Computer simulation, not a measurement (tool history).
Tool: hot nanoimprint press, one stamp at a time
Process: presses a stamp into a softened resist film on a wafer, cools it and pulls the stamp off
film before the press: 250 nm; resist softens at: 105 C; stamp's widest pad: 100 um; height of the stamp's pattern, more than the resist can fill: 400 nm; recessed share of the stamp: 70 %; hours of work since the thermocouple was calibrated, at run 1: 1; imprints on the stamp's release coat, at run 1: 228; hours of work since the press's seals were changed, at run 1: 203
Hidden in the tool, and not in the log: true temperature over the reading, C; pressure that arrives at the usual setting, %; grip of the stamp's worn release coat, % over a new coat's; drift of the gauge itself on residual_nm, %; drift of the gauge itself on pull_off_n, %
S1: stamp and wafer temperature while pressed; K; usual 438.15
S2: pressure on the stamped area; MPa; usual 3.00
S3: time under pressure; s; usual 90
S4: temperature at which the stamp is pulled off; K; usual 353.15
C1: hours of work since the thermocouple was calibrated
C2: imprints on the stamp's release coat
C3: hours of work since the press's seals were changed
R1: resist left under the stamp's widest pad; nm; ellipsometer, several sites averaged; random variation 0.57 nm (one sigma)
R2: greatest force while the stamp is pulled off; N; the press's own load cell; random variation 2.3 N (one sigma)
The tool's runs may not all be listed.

run   hour      S1    S2   S3      S4   C1   C2   C3     R1   R2
  1    0.0  438.15  3.00   90  353.15    1  228  203  127.1  176
  2   16.5  438.15  3.00   90  353.15   13  294  215  127.1  173
  3   31.2  438.15  3.00   90  353.15   25  352  227  127.2  174
  4   42.0  438.15  2.41   90  353.15   33  395  235  141.1  170
  5   50.9  438.15  2.41   90  353.15   40  431  242  141.5  174
  6   62.0  438.15  3.00   90  353.15   48  475  250  126.7  172
  7   77.1  428.15  3.00   90  353.15   60  535  262  166.3  172
  8   87.7  431.15  3.00   90  353.15   68  577  270  154.0  174
  9  100.8  438.15  3.00   90  353.15   78  629  280  127.2  173
 10  112.6  438.15  3.00   90  353.15   87  676  289  128.0  173
 11  127.8  438.15  3.00   90  353.15   99  737  301  127.0  178
 12  137.9  438.15  3.00   90  353.15  107  777  309  126.9  172
 13  147.5  438.15  3.00   90  353.15  114  815  316  127.3  170
 14  157.9  438.15  3.00   90  353.15  122  857  324  126.7  174
 15  168.8  438.15  3.00   90  353.15  131  900  333  126.2  171
 16  177.6  438.15  2.43   90  339.15  138  935  339  140.6  208
 17  185.5  429.15  3.35   90  346.15  144  967  346  154.1  188
     198.4  -- stamp cleaned and given a new release coat
 18  198.5  429.15  2.32   85  349.15  149    0  351  181.3  183
 19  212.2  438.15  2.05   90  354.15  160   55  362  150.4  166
 20  228.3  445.15  2.51  119  339.15  172  119  374  103.4  211
 21  236.2  438.15  3.00   90  359.15  178  151  380  125.8  157
 22  245.1  431.15  3.70   90  353.15  185  186  387  138.5  171
 23  258.5  431.15  3.70   90  346.15  195  239  397  140.0  188
 24  266.5  431.15  3.70   90  346.15  201  271  403  138.4  192
 25  283.8  426.15  2.65  133  345.15  215  340  417  166.6  194
 26  298.1  444.15  4.61   54  345.15  226  397  428  101.3  193
 27  306.0  450.15  1.83  125  345.15  232  429  434  105.9  193
 28  320.2  439.15  3.77   90  353.15  243  485  445  108.1  175
 29  335.3  438.15  4.33   58  353.15  255  545  456  120.3  171
 30  352.1  438.15  2.86   90  348.15  267  612  469  128.4  186

Hidden state at the last listed run before each entry between runs and at the first one after, where it differs:
Between runs 17 and 18: stamp cleaned and given a new release coat (hour 198.4)
  pressure that arrives at the usual setting, %: 99.92 -> 99.91; grip of the stamp's worn release coat, % over a new coat's: 0.8 -> 0; drift of the gauge itself on residual_nm, %: -1.19 -> -1.23
  measured less the result without the state, R1: -1.7 -> -2.2 nm
